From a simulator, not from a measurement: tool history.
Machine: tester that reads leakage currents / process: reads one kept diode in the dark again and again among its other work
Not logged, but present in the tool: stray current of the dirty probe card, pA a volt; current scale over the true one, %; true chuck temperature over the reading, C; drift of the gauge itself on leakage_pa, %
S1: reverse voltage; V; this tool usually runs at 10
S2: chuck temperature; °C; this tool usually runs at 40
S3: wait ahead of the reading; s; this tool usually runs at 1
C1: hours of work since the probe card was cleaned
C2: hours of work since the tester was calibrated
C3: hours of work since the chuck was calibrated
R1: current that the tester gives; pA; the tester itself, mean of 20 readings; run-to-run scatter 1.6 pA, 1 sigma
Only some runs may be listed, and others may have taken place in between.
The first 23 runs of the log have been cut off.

run 24 day=153.133 | S1=10 S2=40 S3=0.32 | C1=1531 C2=1318 C3=1742 | R1=529.81
-- day=158.975 chuck's temperature calibrated
run 25 day=161.221 | S1=1.5 S2=40 S3=0.6 | C1=1675 C2=1462 C3=40 | R1=198.33
run 26 day=165.696 | S1=1.9 S2=27 S3=1.61 | C1=1755 C2=1542 C3=121 | R1=76.96
run 27 day=171.121 | S1=11.9 S2=23 S3=0.38 | C1=1853 C2=1639 C3=218 | R1=149.98
-- day=173.712 probe card cleaned and baked
run 28 day=177.696 | S1=11.9 S2=23 S3=0.76 | C1=71 C2=1755 C3=334 | R1=144.64
run 29 day=182.792 | S1=9.8 S2=46 S3=4.67 | C1=163 C2=1847 C3=425 | R1=818
run 30 day=186.683 | S1=2.6 S2=56 S3=2.23 | C1=233 C2=1917 C3=495 | R1=868.64
run 31 day=190.762 | S1=6.6 S2=56 S3=0.54 | C1=306 C2=1990 C3=568 | R1=1412.62
run 32 day=198.904 | S1=1.1 S2=56 S3=4.16 | C1=452 C2=2136 C3=715 | R1=559.25
run 33 day=203.233 | S1=5 S2=32 S3=1.82 | C1=530 C2=2214 C3=792 | R1=191.88
run 34 day=212.575 | S1=5 S2=24 S3=4.06 | C1=698 C2=2381 C3=960 | R1=96.95
run 35 day=216.446 | S1=5 S2=24 S3=4.06 | C1=767 C2=2451 C3=1030 | R1=96.58
run 36 day=221.867 | S1=5 S2=36 S3=8.46 | C1=864 C2=2548 C3=1127 | R1=264.19
run 37 day=228.871 | S1=15.2 S2=21 S3=1.73 | C1=990 C2=2674 C3=1253 | R1=134.44
run 38 day=235.108 | S1=15.2 S2=21 S3=1.73 | C1=1102 C2=2786 C3=1365 | R1=135.06
run 39 day=242.446 | S1=1.3 S2=41 S3=0.66 | C1=1234 C2=2918 C3=1496 | R1=198.36
run 40 day=247.483 | S1=13.3 S2=40 S3=1 | C1=1324 C2=3008 C3=1587 | R1=606.74

Branching from run 40: 3 alternative next runs. What would each branch give?
run A day=254.9 | S1=1.4 S2=58 S3=1 | C1=1458 C2=3141 C3=1720 | R1=?
run B day=254.9 | S1=4.5 S2=40 S3=0.51 | C1=1458 C2=3141 C3=1720 | R1=?
run C day=254.9 | S1=10 S2=44 S3=1 | C1=1458 C2=3141 C3=1720 | R1=?

run=A R1=728.05
run=B R1=349.56
run=C R1=715.51
With the hidden condition removed and each run's random variation left untouched, the same runs would have given:
run=A R1=728.27
run=B R1=349.64
run=C R1=715.65
